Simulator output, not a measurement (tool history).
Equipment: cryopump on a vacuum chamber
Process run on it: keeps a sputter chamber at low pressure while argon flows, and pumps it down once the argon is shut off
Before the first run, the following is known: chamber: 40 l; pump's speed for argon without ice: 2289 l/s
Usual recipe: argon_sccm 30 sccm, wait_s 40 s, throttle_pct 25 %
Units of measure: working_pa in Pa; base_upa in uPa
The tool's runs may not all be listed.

Run 1, hour 0: usual settings. Result: working_pa 0.0971 Pa, base_upa 0.78 uPa.
Run 2, hour 23.4: usual settings. Result: working_pa 0.0988 Pa, base_upa 0.78 uPa.
Run 3, hour 34.3: usual settings. Result: working_pa 0.0975 Pa, base_upa 0.77 uPa.
Run 4, hour 55.6: usual settings. Result: working_pa 0.0976 Pa, base_upa 0.78 uPa.
Run 5, hour 80.4: usual settings. Result: working_pa 0.0987 Pa, base_upa 0.79 uPa.
Run 6, hour 100.7: usual settings. Result: working_pa 0.0986 Pa, base_upa 0.74 uPa.
Run 7, hour 113.1: usual settings but argon_sccm 29 sccm. Result: working_pa 0.0959 Pa, base_upa 0.77 uPa.
Run 8, hour 125.6: usual settings but argon_sccm 28 sccm, wait_s 31 s, throttle_pct 45 %. Result: working_pa 0.0553 Pa, base_upa 0.98 uPa.
Run 9, hour 145.6: usual settings but argon_sccm 28 sccm, wait_s 31 s, throttle_pct 45 %. Result: working_pa 0.0549 Pa, base_upa 0.94 uPa.
At hour 160.9: pump warmed up, emptied and cooled again.
Run 10, hour 166.9: usual settings but argon_sccm 28 sccm, wait_s 31 s, throttle_pct 45 %. Result: working_pa 0.0472 Pa, base_upa 0.88 uPa.
Run 11, hour 190.5: usual settings but argon_sccm 28 sccm, wait_s 31 s, throttle_pct 45 %. Result: working_pa 0.0468 Pa, base_upa 0.88 uPa.
Run 12, hour 212.1: usual settings but argon_sccm 28 sccm, wait_s 31 s, throttle_pct 45 %. Result: working_pa 0.0462 Pa, base_upa 0.92 uPa.
Run 13, hour 225.9: usual settings but argon_sccm 12 sccm, wait_s 160 s, throttle_pct 44 %. Result: working_pa 0.0208 Pa, base_upa 0.34 uPa.
Run 14, hour 247.9: usual settings but argon_sccm 12 sccm, wait_s 160 s, throttle_pct 44 %. Result: working_pa 0.0208 Pa, base_upa 0.3 uPa.

Branching from run 14: 4 alternative next runs. What would each branch give?
Run A, hour 266.3: usual settings but throttle_pct 15 %. Result: working_pa ?, base_upa ?.
Run B, hour 266.3: usual settings but argon_sccm 27 sccm, wait_s 24 s, throttle_pct 16 %. Result: working_pa ?, base_upa ?.
Run C, hour 266.3: usual settings but argon_sccm 17 sccm, wait_s 71 s, throttle_pct 44 %. Result: working_pa ?, base_upa ?.
Run D, hour 266.3: usual settings but argon_sccm 12 sccm, wait_s 52 s, throttle_pct 36 %. Result: working_pa ?, base_upa ?.

run  working_pa  base_upa
  A      0.1491      0.69
  B      0.1252      1.12
  C      0.0304      0.51
  D      0.0251       0.6
Take away the tool's hidden state, keep each run's random variation, and the runs would have read:
run  working_pa  base_upa
  A      0.1477      0.65
  B       0.124      1.07
  C      0.0296      0.47
  D      0.0246      0.56
